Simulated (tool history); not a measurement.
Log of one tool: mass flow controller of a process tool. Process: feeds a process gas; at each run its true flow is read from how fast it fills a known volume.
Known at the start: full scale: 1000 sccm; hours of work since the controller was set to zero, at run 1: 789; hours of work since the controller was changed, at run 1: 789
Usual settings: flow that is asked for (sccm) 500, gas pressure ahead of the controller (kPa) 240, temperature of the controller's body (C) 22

run,day,flow that is asked for (sccm),gas pressure ahead of the controller (kPa),temperature of the controller's body (C),hours of work since the controller was set to zero,hours of work since the controller was changed,true flow (%)
1,0,500,240,22,789,789,98.48
2,2.662,500,240,22,835,835,98.69
3,6.558,500,240,22,903,903,98.7
4,9.425,500,240,22,954,954,98.68
5,12.95,500,240,22,1015,1015,98.57
6,16.012,500,240,32,1069,1069,99.6
7,19.25,500,240,32,1126,1126,99.63
8,22.008,200,240,32,1174,1174,99.16
9,26.654,500,240,24,1255,1255,98.78
10,31.446,500,240,24,1339,1339,98.83
11,35.246,500,240,35,1406,1406,99.78
12,40.071,500,270,22,1490,1490,98.54
13,42.675,500,270,22,1536,1536,98.52
14,45.567,500,270,22,1586,1586,98.59
15,48.667,500,270,22,1641,1641,98.5
16,51.7,500,240,22,1694,1694,98.5
17,53.7,164,240,22,1729,1729,98.37
18,57.65,500,198,22,1798,1798,98.22
19,60.238,500,240,31,1843,1843,99.26
20,63.308,500,240,31,1897,1897,99.23
21,67.675,500,240,31,1973,1973,99.15
22,70.404,500,219,25,2021,2021,98.6
23,73.883,500,219,25,2082,2082,98.64
24,77.092,149,219,25,2138,2138,98.62
25,81.317,144,210,21,2212,2212,98.29
26,85.454,935,179,25,2285,2285,98.95
27,88.571,188,182,28,2339,2339,98.62
28,91.896,500,243,29,2397,2397,98.84
29,94.171,500,142,29,2437,2437,98.71
30,97.558,286,198,35,2497,2497,99.2
31,101.533,139,167,27,2566,2566,98.84
32,104.492,480,169,36,2618,2618,99.31
33,107.729,201,219,30,2675,2675,98.77
34,111.117,164,229,30,2734,2734,99.02
35,114.925,164,229,30,2801,2801,98.95
36,119.438,164,229,30,2880,2880,99.06
37,124.229,164,229,30,2964,2964,99.06
38,127.667,164,229,30,3024,3024,98.97
39,131.8,500,153,22,3096,3096,97.87
40,136.075,500,153,22,3171,3171,97.82
41,140.788,549,269,26,3253,3253,98.43

Some steps in true flow (%) between neighbouring runs. How much of each would the tool show without its hidden state too (settings, what came in, random variation), and how much is left for the hidden state, with any gauge scatter that isn't in both results?
The hidden state here: flow at rest that the sensor doesn't see, % of full scale; true flow over the shown one, %; drift of the gauge itself on true_pct, %.
Run 11 -> 12: gas pressure ahead of the controller (kPa) 240 -> 270, temperature of the controller's body (C) 35 -> 22. true flow (%) -1.24: hidden state -0.04, all else -1.2.
Run 18 -> 19: gas pressure ahead of the controller (kPa) 198 -> 240, temperature of the controller's body (C) 22 -> 31. true flow (%) +1.04: hidden state +0, all else +1.04.
Run 25 -> 26: flow that is asked for (sccm) 144 -> 935, gas pressure ahead of the controller (kPa) 210 -> 179, temperature of the controller's body (C) 21 -> 25. true flow (%) +0.66: hidden state -0.97, all else +1.63.
Run 31 -> 32: flow that is asked for (sccm) 139 -> 480, gas pressure ahead of the controller (kPa) 167 -> 169, temperature of the controller's body (C) 27 -> 36. true flow (%) +0.47: hidden state -0.97, all else +1.44.
Run 38 -> 39: flow that is asked for (sccm) 164 -> 500, gas pressure ahead of the controller (kPa) 229 -> 153, temperature of the controller's body (C) 30 -> 22. true flow (%) -1.1: hidden state -0.92, all else -0.18.
